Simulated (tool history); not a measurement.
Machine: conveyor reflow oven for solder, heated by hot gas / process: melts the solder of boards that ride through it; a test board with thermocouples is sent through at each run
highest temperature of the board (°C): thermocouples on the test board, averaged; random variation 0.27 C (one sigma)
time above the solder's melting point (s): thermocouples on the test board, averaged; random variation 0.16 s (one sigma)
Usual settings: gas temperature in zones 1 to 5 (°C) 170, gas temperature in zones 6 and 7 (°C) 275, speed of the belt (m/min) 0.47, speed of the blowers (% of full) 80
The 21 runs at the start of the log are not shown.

run	hour	gas temperature in zones 1 to 5 (°C)	gas temperature in zones 6 and 7 (°C)	speed of the belt (m/min)	speed of the blowers (% of full)	hours of work since the flux was cleaned out	hours of work since the belt drive was overhauled	hours of work since the thermocouples were changed	highest temperature of the board (°C)	time above the solder's melting point (s)
22	547.1	175	269	0.47	80	196	308	467	255.7	80.7
23	570.2	170	287	0.417	80	207	320	479	275.1	103.4
# hour 595.8: flux residue cleaned out of gas plates and filters
24	595.8	170	287	0.417	80	0	330	489	275.5	103.7
25	634.4	178	267	0.47	80	19	350	508	254.6	81.3
26	666.7	166	267	0.47	84	35	366	525	253.4	74.7
27	688.7	170	275	0.47	59	46	377	536	256.9	78.8
28	704.5	170	275	0.47	59	54	385	544	256.9	78.5
29	735.7	170	276	0.45	80	70	400	559	262.6	87.9
30	754.8	156	287	0.507	67	80	410	569	263.7	72.6

Consider 4 possible next runs. They are alternatives, not a sequence: every one starts from the tool as it was left by run 30. What does each give?
A	777.1	167	275	0.548	53	91	421	580	?	?
B	777.1	176	274	0.47	57	91	421	580	?	?
C	777.1	170	288	0.507	67	91	421	580	?	?
D	777.1	166	279	0.47	60	91	421	580	?	?

run	highest temperature of the board (°C)	time above the solder's melting point (s)
A	248.9	57.3
B	256.6	81.1
C	267.4	79.6
D	259.6	79.3
Without the tool's hidden state the same runs would have given:
run	highest temperature of the board (°C)	time above the solder's melting point (s)
A	249	57.4
B	256.7	81.1
C	267.5	79.7
D	259.7	79.4
